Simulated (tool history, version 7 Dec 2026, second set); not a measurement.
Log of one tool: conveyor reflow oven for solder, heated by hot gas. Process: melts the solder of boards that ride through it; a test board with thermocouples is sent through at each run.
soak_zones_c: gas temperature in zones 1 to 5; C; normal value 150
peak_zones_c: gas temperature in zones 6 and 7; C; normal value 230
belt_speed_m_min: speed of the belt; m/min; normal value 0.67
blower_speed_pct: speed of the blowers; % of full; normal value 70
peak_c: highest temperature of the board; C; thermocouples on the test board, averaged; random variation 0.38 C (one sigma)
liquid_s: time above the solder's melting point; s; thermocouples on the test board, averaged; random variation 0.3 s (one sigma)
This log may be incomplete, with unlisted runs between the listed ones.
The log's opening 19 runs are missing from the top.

| run | hour | soak_zones_c | peak_zones_c | belt_speed_m_min | blower_speed_pct | peak_c | liquid_s |
|---|---|---|---|---|---|---|---|
| 20 | 1015.8 | 138 | 223 | 0.622 | 67 | 202 | 30.9 |
| 21 | 1052.3 | 138 | 234 | 0.707 | 82 | 211.4 | 34.5 |
| 22 | 1117.8 | 146 | 231 | 0.707 | 82 | 209.8 | 35.2 |
| 23 | 1160.1 | 146 | 231 | 0.707 | 82 | 209.7 | 35.6 |
| 24 | 1218 | 150 | 230 | 0.728 | 70 | 205.1 | 30.9 |
| 25 | 1262.3 | 158 | 230 | 0.594 | 70 | 213.7 | 49.9 |
| 26 | 1317.1 | 158 | 226 | 0.706 | 70 | 205 | 35.2 |
| 27 | 1346.7 | 162 | 221 | 0.67 | 59 | 200.6 | 33.1 |
| 28 | 1376.2 | 150 | 243 | 0.796 | 88 | 216.2 | 35.8 |
| 29 | 1439.1 | 150 | 243 | 0.796 | 88 | 216 | 35.2 |
|  | 1472.2 | flux residue cleaned out of gas plates and filters |
| 30 | 1474.1 | 150 | 243 | 0.796 | 88 | 220 | 37.8 |
| 31 | 1541.5 | 136 | 243 | 0.569 | 64 | 220.4 | 48.5 |

Here are 4 independent what-if runs from the current tool condition. What would each one return?
| A | 1577.4 | 150 | 244 | 0.67 | 84 | ? | ? |
| B | 1577.4 | 150 | 230 | 0.668 | 62 | ? | ? |
| C | 1577.4 | 136 | 243 | 0.757 | 50 | ? | ? |
| D | 1577.4 | 155 | 243 | 0.569 | 64 | ? | ? |

| run | peak_c | liquid_s |
|---|---|---|
| A | 224.8 | 47.9 |
| B | 206.2 | 35.6 |
| C | 198.5 | 20.6 |
| D | 224.2 | 57.1 |
What these runs would have given with no unlogged condition in the tool:
| run | peak_c | liquid_s |
|---|---|---|
| A | 226.2 | 47.8 |
| B | 207.3 | 36 |
| C | 199.3 | 21 |
| D | 225.3 | 56.8 |

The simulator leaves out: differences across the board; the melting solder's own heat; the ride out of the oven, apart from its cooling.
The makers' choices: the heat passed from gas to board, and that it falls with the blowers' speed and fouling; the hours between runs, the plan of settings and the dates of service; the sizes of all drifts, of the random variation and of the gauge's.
